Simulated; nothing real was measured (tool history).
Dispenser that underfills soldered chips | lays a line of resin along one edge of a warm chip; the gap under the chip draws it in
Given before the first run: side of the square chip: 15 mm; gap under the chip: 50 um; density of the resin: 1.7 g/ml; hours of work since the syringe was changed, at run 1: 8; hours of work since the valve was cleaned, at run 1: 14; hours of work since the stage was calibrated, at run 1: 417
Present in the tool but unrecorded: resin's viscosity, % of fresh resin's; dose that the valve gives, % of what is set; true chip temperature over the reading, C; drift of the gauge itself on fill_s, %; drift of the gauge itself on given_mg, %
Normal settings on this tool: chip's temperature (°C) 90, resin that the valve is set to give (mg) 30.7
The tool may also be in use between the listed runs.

| run | hour | chip's temperature (°C) | resin that the valve is set to give (mg) | hours of work since the syringe was changed | hours of work since the valve was cleaned | hours of work since the stage was calibrated | time until the resin shows at the far edge (s) | resin that the valve gave (mg) |
|---|---|---|---|---|---|---|---|---|
| 1 | 0 | 90 | 30.7 | 8 | 14 | 417 | 623.7 | 30.34 |
|  | 6.6 | new syringe of resin |
| 2 | 10.8 | 90 | 30.7 | 3 | 21 | 424 | 438.8 | 30.13 |
|  | 23.4 | new syringe of resin |
| 3 | 27.6 | 90 | 39.6 | 3 | 33 | 436 | 424.8 | 38.51 |
| 4 | 38.6 | 90 | 39.6 | 11 | 41 | 444 | 836.7 | 38.21 |
|  | 40.2 | new syringe of resin |
| 5 | 45.8 | 90 | 30.7 | 4 | 46 | 449 | 475 | 29.36 |
|  | 57 | new syringe of resin |
| 6 | 62.6 | 90 | 30.7 | 4 | 58 | 461 | 454.5 | 29.1 |
| 7 | 72.8 | 87 | 30.7 | 11 | 65 | 469 | 942.5 | 28.95 |
|  | 73.8 | new syringe of resin |
| 8 | 80 | 87 | 30.7 | 4 | 71 | 474 | 540.1 | 28.85 |
|  | 90.3 | new syringe of resin |
| 9 | 90.8 | 87 | 30.7 | 0 | 78 | 481 | 379.4 | 28.65 |
|  | 107 | new syringe of resin |
| 10 | 107.2 | 90 | 37 | 0 | 90 | 493 | 321.1 | 34 |
|  | 116.6 | dispensing valve cleaned and set on the balance |
| 11 | 118.2 | 90 | 30.7 | 7 | 1 | 500 | 605.8 | 30.74 |
|  | 125.3 | new syringe of resin |
| 12 | 133.3 | 90 | 30.7 | 6 | 12 | 511 | 534.7 | 30.12 |
|  | 141.8 | new syringe of resin |
| 13 | 142.3 | 90 | 30.7 | 0 | 18 | 517 | 347.6 | 30.01 |
| 14 | 150.8 | 90 | 30.7 | 7 | 24 | 523 | 587.7 | 30.03 |
| 15 | 157.5 | 105 | 30.7 | 11 | 29 | 528 | 587.1 | 29.61 |
|  | 159.1 | new syringe of resin |
| 16 | 172.1 | 105 | 30.7 | 9 | 40 | 539 | 502.6 | 29.62 |
|  | 176.7 | new syringe of resin |
| 17 | 183.9 | 90 | 35.7 | 5 | 48 | 547 | 501.8 | 33.89 |

The next listed run, before its measurement:
|  | 193.1 | new syringe of resin |
| 18 | 194.7 | 90 | 35.7 | 1 | 56 | 555 | ? | ? |

Run 18 came out at time until the resin shows at the far edge (s) 358.6, resin that the valve gave (mg) 33.71.
Without the tool's hidden state the same run would have given time until the resin shows at the far edge (s) 340, resin that the valve gave (mg) 35.54.
